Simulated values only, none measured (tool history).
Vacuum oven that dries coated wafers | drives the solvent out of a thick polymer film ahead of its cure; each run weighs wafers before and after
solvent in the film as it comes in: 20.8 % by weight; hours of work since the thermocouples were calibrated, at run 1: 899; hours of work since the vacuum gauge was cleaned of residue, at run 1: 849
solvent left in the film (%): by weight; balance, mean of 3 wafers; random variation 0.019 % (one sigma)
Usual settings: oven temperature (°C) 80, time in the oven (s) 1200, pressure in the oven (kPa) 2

| run | hour | oven temperature (°C) | time in the oven (s) | pressure in the oven (kPa) | hours of work since the thermocouples were calibrated | hours of work since the vacuum gauge was cleaned of residue | solvent left in the film (%) |
|---|---|---|---|---|---|---|---|
| 1 | 0 | 80 | 1200 | 2 | 899 | 849 | 1.55 |
| 2 | 77.4 | 80 | 1200 | 2 | 953 | 903 | 1.49 |
| 3 | 131.6 | 80 | 1200 | 2 | 990 | 940 | 1.53 |
| 4 | 212.1 | 80 | 1200 | 6.77 | 1046 | 996 | 3.75 |
| 5 | 264.7 | 80 | 1200 | 2 | 1082 | 1032 | 1.52 |
| 6 | 312.5 | 80 | 1200 | 2 | 1115 | 1065 | 1.5 |
| 7 | 377 | 80 | 1200 | 2 | 1160 | 1110 | 1.52 |
| 8 | 422.5 | 80 | 1200 | 2 | 1191 | 1141 | 1.51 |
| 9 | 474.3 | 80 | 1200 | 2 | 1227 | 1177 | 1.5 |
| 10 | 550.9 | 80 | 1200 | 2 | 1280 | 1230 | 1.5 |
| 11 | 620.9 | 80 | 1200 | 2 | 1328 | 1278 | 1.5 |
| 12 | 688.2 | 80 | 1200 | 2 | 1375 | 1325 | 1.54 |
| 13 | 739.2 | 80 | 1200 | 2 | 1410 | 1360 | 1.44 |
| 14 | 825.6 | 80 | 1500 | 2 | 1470 | 1420 | 1.25 |
| 15 | 893 | 75 | 660 | 4.59 | 1516 | 1466 | 6.07 |
| 16 | 939.8 | 75 | 660 | 4.59 | 1549 | 1499 | 6.11 |
| 17 | 992.3 | 75 | 660 | 4.59 | 1585 | 1535 | 6.05 |
|  | 999.6 | oven's thermocouples calibrated |
| 18 | 1053.8 | 80 | 1740 | 2 | 37 | 1576 | 1.1 |
| 19 | 1129.1 | 72 | 1200 | 1.88 | 90 | 1628 | 2.83 |
| 20 | 1179.4 | 85 | 1200 | 2.28 | 124 | 1663 | 1.07 |
| 21 | 1233.6 | 80 | 1680 | 2 | 162 | 1700 | 1.14 |
|  | 1272.1 | oven's thermocouples calibrated, once more |
|  | 1281.4 | vacuum gauge cleaned of residue and calibrated |
| 22 | 1281.4 | 87 | 1200 | 6.1 | 5 | 0 | 2.34 |
| 23 | 1361 | 73 | 1200 | 1.5 | 60 | 55 | 2.65 |
| 24 | 1405.1 | 70 | 1260 | 6.41 | 91 | 85 | 6.55 |
| 25 | 1440.8 | 86 | 1500 | 7.68 | 116 | 110 | 2.99 |

3 ways to go on from here, each from the tool as it stands after run 25. What would each give?
| A | 1476.6 | 84 | 1200 | 2 | 140 | 135 | ? |
| B | 1476.6 | 86 | 1260 | 5.2 | 140 | 135 | ? |
| C | 1476.6 | 80 | 1200 | 5.07 | 140 | 135 | ? |

| run | solvent left in the film (%) |
|---|---|
| A | 1.05 |
| B | 2.15 |
| C | 2.95 |
Without the tool's hidden state the same runs would have given:
| run | solvent left in the film (%) |
|---|---|
| A | 1.07 |
| B | 2.18 |
| C | 3.01 |
